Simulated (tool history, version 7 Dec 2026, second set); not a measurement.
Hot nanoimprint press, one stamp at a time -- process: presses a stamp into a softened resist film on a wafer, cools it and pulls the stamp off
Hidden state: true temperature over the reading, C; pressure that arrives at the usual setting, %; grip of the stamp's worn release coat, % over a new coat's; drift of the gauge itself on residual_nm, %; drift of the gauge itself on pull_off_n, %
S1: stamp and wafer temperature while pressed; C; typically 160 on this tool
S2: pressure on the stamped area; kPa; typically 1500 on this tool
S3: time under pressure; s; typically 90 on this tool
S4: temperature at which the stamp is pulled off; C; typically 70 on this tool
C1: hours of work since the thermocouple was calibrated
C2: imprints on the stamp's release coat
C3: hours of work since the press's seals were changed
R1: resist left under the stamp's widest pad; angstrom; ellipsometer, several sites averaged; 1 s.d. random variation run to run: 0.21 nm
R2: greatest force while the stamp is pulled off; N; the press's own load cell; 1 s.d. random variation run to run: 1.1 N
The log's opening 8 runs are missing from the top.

Run 9, hour 58.8: usual settings; C1 159; C2 835; C3 236. Result: R1 2055 angstrom, R2 159 N.
Run 10, hour 67.9: usual settings; C1 165; C2 862; C3 242. Result: R1 2055 angstrom, R2 160 N.
Run 11, hour 77.0: usual settings; C1 172; C2 889; C3 248. Result: R1 2056 angstrom, R2 160 N.
Run 12, hour 85.2: usual settings but S4 56 C; C1 177; C2 913; C3 254. Result: R1 2057 angstrom, R2 209 N.
Run 13, hour 93.3: usual settings; C1 183; C2 938; C3 259. Result: R1 2060 angstrom, R2 163 N.
Run 14, hour 100.7: usual settings but S2 2010 kPa; C1 188; C2 960; C3 264. Result: R1 1864 angstrom, R2 163 N.
Run 15, hour 109.3: usual settings; C1 194; C2 985; C3 270. Result: R1 2057 angstrom, R2 163 N.
Run 16, hour 119.7: usual settings but S1 169 C, S2 1270 kPa, S3 81 s, S4 57 C; C1 201; C2 1016; C3 277. Result: R1 1543 angstrom, R2 209 N.
Run 17, hour 128.8: usual settings but S1 169 C, S2 1270 kPa, S3 81 s, S4 57 C; C1 207; C2 1043; C3 283. Result: R1 1543 angstrom, R2 210 N.
Run 18, hour 139.3: usual settings but S1 169 C, S2 1270 kPa, S3 81 s, S4 57 C; C1 214; C2 1075; C3 291. Result: R1 1543 angstrom, R2 210 N.
Run 19, hour 144.5: usual settings but S1 169 C, S2 1270 kPa, S3 81 s, S4 57 C; C1 218; C2 1090; C3 294. Result: R1 1543 angstrom, R2 210 N.
At hour 154.5: stamp cleaned and given a new release coat.
Run 20, hour 157.2: usual settings but S2 910 kPa, S3 73 s, S4 58 C; C1 222; C2 8; C3 299. Result: R1 2523 angstrom, R2 177 N.
At hour 160.8: plate thermocouple calibrated.
Run 21, hour 170.8: usual settings but S1 162 C, S2 1700 kPa, S3 99 s, S4 76 C; C1 7; C2 39; C3 306. Result: R1 1775 angstrom, R2 125 N.
Run 22, hour 178.2: usual settings but S1 162 C, S2 1700 kPa, S3 126 s, S4 59 C; C1 12; C2 61; C3 311. Result: R1 1626 angstrom, R2 177 N.

Expected results for the next run?
Run 23, hour 182.9: usual settings but S1 162 C, S2 1700 kPa, S3 126 s, S4 59 C; C1 15; C2 75; C3 314. Result: R1 ?, R2 ?.

{"run 23": {"R1": 1623, "R2": 175}}
On a tool with no hidden condition, and with the same random variation, this run would have come out at R1 1545 angstrom, R2 170 N.

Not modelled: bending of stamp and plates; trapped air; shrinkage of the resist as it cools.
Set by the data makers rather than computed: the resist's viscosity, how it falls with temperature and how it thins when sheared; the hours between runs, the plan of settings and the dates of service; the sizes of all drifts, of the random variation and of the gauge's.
